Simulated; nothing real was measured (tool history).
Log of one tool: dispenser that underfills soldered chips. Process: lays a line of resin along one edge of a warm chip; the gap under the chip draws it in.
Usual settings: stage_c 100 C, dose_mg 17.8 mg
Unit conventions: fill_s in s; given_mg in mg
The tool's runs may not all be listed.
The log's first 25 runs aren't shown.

-- hour=272.7 new syringe of resin
run 26 hour=272.7 | stage_c=97 dose_mg=19.2 | fill_s=87.7 given_mg=18.32
run 27 hour=282.2 | stage_c=88 dose_mg=16.7 | fill_s=224.8 given_mg=15.72
-- hour=283.8 new syringe of resin
-- hour=294.8 new syringe of resin
run 28 hour=296.0 | stage_c=100 dose_mg=15.2 | fill_s=92.8 given_mg=14.35
-- hour=305.9 new syringe of resin
run 29 hour=307.2 | stage_c=86 dose_mg=17.6 | fill_s=149.3 given_mg=16.47
-- hour=316.7 new syringe of resin
-- hour=317.7 dispensing valve cleaned and set on the balance
run 30 hour=320.9 | stage_c=91 dose_mg=22.8 | fill_s=132.2 given_mg=22.83
-- hour=328.9 new syringe of resin
run 31 hour=328.9 | stage_c=99 dose_mg=22.0 | fill_s=81.4 given_mg=22.05
-- hour=339.5 new syringe of resin
run 32 hour=339.5 | stage_c=99 dose_mg=22.1 | fill_s=79.1 given_mg=21.83
-- hour=349.9 new syringe of resin
run 33 hour=351.0 | stage_c=88 dose_mg=16.3 | fill_s=136.6 given_mg=16.05
run 34 hour=359.2 | stage_c=92 dose_mg=17.8 | fill_s=181.5 given_mg=17.63
-- hour=360.5 new syringe of resin
run 35 hour=370.1 | stage_c=106 dose_mg=15.5 | fill_s=119.9 given_mg=15.23

What if the next run were any one of these 3? Each begins from the tool's condition after run 35:
-- hour=371.6 new syringe of resin
run A hour=381.2 | stage_c=102 dose_mg=21.2 | fill_s=? given_mg=?
-- hour=371.6 new syringe of resin
run B hour=381.2 | stage_c=100 dose_mg=18.1 | fill_s=? given_mg=?
-- hour=371.6 new syringe of resin
run C hour=381.2 | stage_c=103 dose_mg=19.1 | fill_s=? given_mg=?

run=A fill_s=127.3 given_mg=20.42
run=B fill_s=142.1 given_mg=17.77
run=C fill_s=126.6 given_mg=18.72
The same runs, with their run-to-run variation unchanged, on a tool lacking any hidden condition would have given:
run=A fill_s=63.2 given_mg=20.94
run=B fill_s=70.4 given_mg=18.22
run=C fill_s=63.1 given_mg=19.20
